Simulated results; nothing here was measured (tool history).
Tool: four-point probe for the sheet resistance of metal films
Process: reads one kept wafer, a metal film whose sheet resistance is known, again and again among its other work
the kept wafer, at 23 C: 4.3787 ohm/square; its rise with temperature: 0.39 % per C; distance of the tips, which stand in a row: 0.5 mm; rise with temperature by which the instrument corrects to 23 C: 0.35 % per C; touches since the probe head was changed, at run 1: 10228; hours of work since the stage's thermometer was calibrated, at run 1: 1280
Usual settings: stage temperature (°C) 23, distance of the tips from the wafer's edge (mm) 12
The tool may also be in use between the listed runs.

| run | hour | stage temperature (°C) | distance of the tips from the wafer's edge (mm) | touches since the probe head was changed | hours of work since the stage's thermometer was calibrated | sheet resistance as the instrument gives it (ohm/square) |
|---|---|---|---|---|---|---|
| 1 | 0.0 | 23 | 12 | 10228 | 1280 | 4.386328 |
| 2 | 83.6 | 23 | 12 | 11088 | 1316 | 4.383538 |
| 3 | 184.4 | 23 | 12 | 12123 | 1359 | 4.386922 |
| 4 | 291.8 | 23 | 12 | 13227 | 1405 | 4.387233 |
| 5 | 398.1 | 23 | 12 | 14320 | 1451 | 4.388633 |
| 6 | 490.9 | 23 | 12 | 15273 | 1490 | 4.389789 |
| 7 | 620.4 | 23 | 12 | 16603 | 1546 | 4.388050 |

Forecast run 8:
| 8 | 726.6 | 25 | 3 | 17695 | 1591 | ? |

Run 8 gave sheet resistance as the instrument gives it (ohm/square) 4.453508.
Without the tool's hidden state the same run would have given sheet resistance as the instrument gives it (ohm/square) 4.446213.

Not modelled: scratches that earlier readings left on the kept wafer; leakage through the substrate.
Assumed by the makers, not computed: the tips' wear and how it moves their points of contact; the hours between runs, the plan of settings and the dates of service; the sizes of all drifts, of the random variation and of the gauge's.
